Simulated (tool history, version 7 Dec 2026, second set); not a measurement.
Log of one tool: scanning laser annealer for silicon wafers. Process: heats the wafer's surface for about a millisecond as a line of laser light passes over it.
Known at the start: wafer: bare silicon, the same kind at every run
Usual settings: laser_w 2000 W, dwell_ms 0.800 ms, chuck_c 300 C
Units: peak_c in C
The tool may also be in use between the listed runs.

run	hour	laser_w	dwell_ms	chuck_c	peak_c
1	0.0	2000	0.800	300	1039
2	10.9	2000	0.800	279	1021
3	19.6	2000	0.800	279	1020
4	29.4	2193	0.800	279	1105
5	36.5	2193	0.800	279	1106
6	45.5	2193	0.800	279	1105
7	55.3	2193	0.800	279	1105
8	64.5	2000	0.800	300	1042
9	74.9	2000	0.800	300	1039
10	80.9	2000	0.800	338	1078
11	88.9	2000	0.800	338	1075
12	97.3	2000	0.800	338	1075
13	103.1	1892	0.605	332	921
14	113.3	1946	0.872	276	1025
15	121.9	1946	0.872	276	1028
16	130.4	1946	0.872	276	1026
17	134.9	1950	0.808	295	1012
18	144.3	1888	0.788	301	990
19	151.4	2025	0.788	299	1047
20	158.5	1915	0.571	277	855
21	168.7	1839	0.800	289	957
22	178.0	1815	0.811	268	929
23	188.3	1743	0.628	291	839
24	196.6	1743	0.628	291	838

Forecast each of these 5 alternatives for the next run:
A	202.0	2000	0.800	299	?
B	202.0	2024	0.800	323	?
C	202.0	1743	0.628	325	?
D	202.0	2063	0.805	300	?
E	202.0	1929	0.765	295	?

run	peak_c
A	1035
B	1073
C	874
D	1070
E	986
Without the tool's hidden state the same runs would have given:
run	peak_c
A	1037
B	1074
C	875
D	1072
E	987
